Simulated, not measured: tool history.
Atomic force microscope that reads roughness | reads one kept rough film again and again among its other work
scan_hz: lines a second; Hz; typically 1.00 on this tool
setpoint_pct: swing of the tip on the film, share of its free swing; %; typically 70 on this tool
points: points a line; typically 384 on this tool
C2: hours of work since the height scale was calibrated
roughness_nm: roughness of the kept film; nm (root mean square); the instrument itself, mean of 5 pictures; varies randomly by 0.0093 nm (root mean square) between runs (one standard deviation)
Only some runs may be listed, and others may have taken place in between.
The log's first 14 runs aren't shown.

{"run": 15, "hour": 556.1, "scan_hz": 1.0, "setpoint_pct": 70, "points": 384, "pictures with this tip": 89, "C2": 1145, "roughness_nm": 2.123}
{"run": 16, "hour": 607.8, "scan_hz": 1.0, "setpoint_pct": 70, "points": 384, "pictures with this tip": 133, "C2": 1167, "roughness_nm": 2.119}
{"run": 17, "hour": 633.0, "scan_hz": 1.0, "setpoint_pct": 70, "points": 384, "pictures with this tip": 155, "C2": 1177, "roughness_nm": 2.11}
{"run": 18, "hour": 666.7, "scan_hz": 1.0, "setpoint_pct": 66, "points": 302, "pictures with this tip": 184, "C2": 1191, "roughness_nm": 2.112}
{"run": 19, "hour": 700.3, "scan_hz": 1.79, "setpoint_pct": 70, "points": 291, "pictures with this tip": 213, "C2": 1205, "roughness_nm": 2.076}
{"run": 20, "hour": 752.4, "scan_hz": 1.79, "setpoint_pct": 70, "points": 291, "pictures with this tip": 258, "C2": 1227, "roughness_nm": 2.061}
{"run": 21, "hour": 776.3, "scan_hz": 0.58, "setpoint_pct": 82, "points": 393, "pictures with this tip": 279, "C2": 1237, "roughness_nm": 2.101}
{"hour": 810.6, "done": "new tip fitted"}
{"run": 22, "hour": 834.6, "scan_hz": 0.51, "setpoint_pct": 85, "points": 931, "pictures with this tip": 21, "C2": 1261, "roughness_nm": 2.138}
{"run": 23, "hour": 875.8, "scan_hz": 0.51, "setpoint_pct": 87, "points": 931, "pictures with this tip": 57, "C2": 1278, "roughness_nm": 2.115}
{"run": 24, "hour": 929.6, "scan_hz": 1.0, "setpoint_pct": 70, "points": 941, "pictures with this tip": 103, "C2": 1300, "roughness_nm": 2.11}
{"run": 25, "hour": 958.5, "scan_hz": 1.0, "setpoint_pct": 70, "points": 941, "pictures with this tip": 128, "C2": 1313, "roughness_nm": 2.132}
{"run": 26, "hour": 992.0, "scan_hz": 1.0, "setpoint_pct": 70, "points": 941, "pictures with this tip": 157, "C2": 1326, "roughness_nm": 2.145}
{"run": 27, "hour": 1038.1, "scan_hz": 1.0, "setpoint_pct": 85, "points": 323, "pictures with this tip": 197, "C2": 1346, "roughness_nm": 2.06}
{"run": 28, "hour": 1069.5, "scan_hz": 1.0, "setpoint_pct": 85, "points": 323, "pictures with this tip": 224, "C2": 1359, "roughness_nm": 2.056}
{"run": 29, "hour": 1119.5, "scan_hz": 2.77, "setpoint_pct": 86, "points": 384, "pictures with this tip": 267, "C2": 1380, "roughness_nm": 1.943}
{"run": 30, "hour": 1150.0, "scan_hz": 1.39, "setpoint_pct": 58, "points": 886, "pictures with this tip": 294, "C2": 1392, "roughness_nm": 2.125}
{"hour": 1171.0, "done": "new tip fitted"}
{"run": 31, "hour": 1202.4, "scan_hz": 2.36, "setpoint_pct": 64, "points": 384, "pictures with this tip": 27, "C2": 1414, "roughness_nm": 2.062}
{"run": 32, "hour": 1232.0, "scan_hz": 2.4, "setpoint_pct": 75, "points": 384, "pictures with this tip": 52, "C2": 1426, "roughness_nm": 2.055}
{"run": 33, "hour": 1260.6, "scan_hz": 3.86, "setpoint_pct": 72, "points": 697, "pictures with this tip": 77, "C2": 1438, "roughness_nm": 2.018}
{"run": 34, "hour": 1314.0, "scan_hz": 1.14, "setpoint_pct": 70, "points": 650, "pictures with this tip": 123, "C2": 1460, "roughness_nm": 2.12}

Branching from run 34: 3 alternative next runs. What would each branch give?
{"run": "A", "hour": 1370.9, "scan_hz": 1.0, "setpoint_pct": 58, "points": 822, "pictures with this tip": 173, "C2": 1484, "roughness_nm": "?"}
{"run": "B", "hour": 1370.9, "scan_hz": 1.14, "setpoint_pct": 80, "points": 404, "pictures with this tip": 173, "C2": 1484, "roughness_nm": "?"}
{"run": "C", "hour": 1370.9, "scan_hz": 3.64, "setpoint_pct": 82, "points": 501, "pictures with this tip": 173, "C2": 1484, "roughness_nm": "?"}

run=A roughness_nm=2.148
run=B roughness_nm=2.084
run=C roughness_nm=1.950
With the hidden condition removed and each run's random variation left untouched, the same runs would have given:
run=A roughness_nm=2.150
run=B roughness_nm=2.085
run=C roughness_nm=1.952

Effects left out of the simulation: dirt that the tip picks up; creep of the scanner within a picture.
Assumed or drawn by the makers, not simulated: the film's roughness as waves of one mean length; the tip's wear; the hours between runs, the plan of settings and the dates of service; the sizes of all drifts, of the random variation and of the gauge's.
